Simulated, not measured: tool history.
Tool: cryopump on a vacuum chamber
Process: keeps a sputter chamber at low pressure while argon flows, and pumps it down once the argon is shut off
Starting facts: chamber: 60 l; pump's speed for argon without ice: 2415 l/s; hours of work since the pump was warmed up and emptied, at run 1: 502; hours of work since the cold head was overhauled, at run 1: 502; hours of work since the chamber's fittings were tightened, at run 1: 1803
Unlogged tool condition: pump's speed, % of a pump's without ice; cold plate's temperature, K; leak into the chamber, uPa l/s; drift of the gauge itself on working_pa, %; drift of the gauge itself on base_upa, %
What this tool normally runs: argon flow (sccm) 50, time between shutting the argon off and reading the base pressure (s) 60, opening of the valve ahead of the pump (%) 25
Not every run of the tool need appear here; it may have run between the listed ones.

run     day  argon flow (sccm)  time between shutting the argon off and reading the base pressure (s)  opening of the valve ahead of the pump (%)  hours of work since the pump was warmed up and emptied  hours of work since the cold head was overhauled  hours of work since the chamber's fittings were tightened  pressure while argon flows (Pa)  pressure after the wait (uPa)
  1       0                 50                                                                     60                                          25                                                     502                                               502                                                       1803                           0.1474                           0.93
  2       1                 50                                                                     60                                          25                                                     516                                               516                                                       1817                           0.1475                           0.85
  3   1.975                 50                                                                     67                                          25                                                     529                                               529                                                       1831                           0.1472                           0.83
  4   3.304                 50                                                                     67                                          25                                                     548                                               548                                                       1850                           0.1479                           0.84
  5   4.625                 50                                                                     60                                          25                                                     566                                               566                                                       1868                           0.1475                           0.89
  6   5.488                 56                                                                     60                                          25                                                     579                                               579                                                       1880                           0.1669                           0.91
  7   6.946                 41                                                                     60                                          25                                                     599                                               599                                                       1900                           0.1236                           0.89
  8   8.012                 41                                                                     60                                          25                                                     614                                               614                                                       1915                           0.1219                           0.91
  9    9.05                 41                                                                     60                                          25                                                     628                                               628                                                       1930                           0.1215                           0.96
 10    10.7                 77                                                                     60                                          25                                                     651                                               651                                                       1953                           0.2316                           0.98
 11  11.508                 77                                                                     60                                          25                                                     663                                               663                                                       1964                           0.2319                           0.92
 12  12.721                 77                                                                     60                                          25                                                     680                                               680                                                       1981                           0.2331                           0.98
 13  14.108                 77                                                                     60                                          25                                                     699                                               699                                                       2001                           0.2339                           0.98
 14  15.279                 77                                                                     60                                          25                                                     715                                               715                                                       2017                           0.2359                           0.97
 15  16.496                 77                                                                     60                                          25                                                     732                                               732                                                       2034                           0.2344                           0.99
 16  17.638                 77                                                                     60                                          25                                                     748                                               748                                                       2050                           0.2337                           1.01
 17  19.262                 77                                                                     60                                          25                                                     771                                               771                                                       2073                           0.2337                           1.03
 18  20.875                 77                                                                     60                                          25                                                     794                                               794                                                       2095                           0.2366                              1
 19  21.988                 50                                                                    289                                          25                                                     809                                               809                                                       2111                           0.1543                           0.86
 20  23.017                 30                                                                     60                                          25                                                     824                                               824                                                       2125                           0.0925                           1.08
 21  24.158                 30                                                                     60                                          25                                                     839                                               839                                                       2141                           0.0929                           1.11
 22  25.712                 30                                                                     60                                          25                                                     861                                               861                                                       2163                            0.092                           1.07
 23    26.7                 30                                                                     60                                          25                                                     875                                               875                                                       2177                           0.0928                           1.15
 24   28.05                 50                                                                    202                                          25                                                     894                                               894                                                       2195                           0.1555                           0.97
 25  28.821                 50                                                                    202                                          25                                                     905                                               905                                                       2206                           0.1562                           0.99
 26  30.183                 50                                                                    202                                          52                                                     924                                               924                                                       2225                           0.0834                           1.03
 27  31.538                 50                                                                    202                                          30                                                     943                                               943                                                       2244                           0.1336                           1.01

Forecast each of these 5 alternatives for the next run:
  A  32.767                 99                                                                     60                                          25                                                     960                                               960                                                       2261                                ?                              ?
  B  32.767                 50                                                                     43                                          30                                                     960                                               960                                                       2261                                ?                              ?
  C  32.767                 25                                                                    202                                          50                                                     960                                               960                                                       2261                                ?                              ?
  D  32.767                 21                                                                     51                                          47                                                     960                                               960                                                       2261                                ?                              ?
  E  32.767                 39                                                                    130                                          19                                                     960                                               960                                                       2261                                ?                              ?

run  pressure while argon flows (Pa)  pressure after the wait (uPa)
  A                           0.3135                           1.17
  B                           0.1346                           1.24
  C                           0.0439                           0.98
  D                           0.0398                            1.2
  E                           0.1565                           1.03
Had the tool no hidden state, the same runs would have come out as:
run  pressure while argon flows (Pa)  pressure after the wait (uPa)
  A                           0.2785                           0.36
  B                            0.117                           0.44
  C                           0.0351                           0.17
  D                           0.0324                           0.39
  E                           0.1428                           0.21

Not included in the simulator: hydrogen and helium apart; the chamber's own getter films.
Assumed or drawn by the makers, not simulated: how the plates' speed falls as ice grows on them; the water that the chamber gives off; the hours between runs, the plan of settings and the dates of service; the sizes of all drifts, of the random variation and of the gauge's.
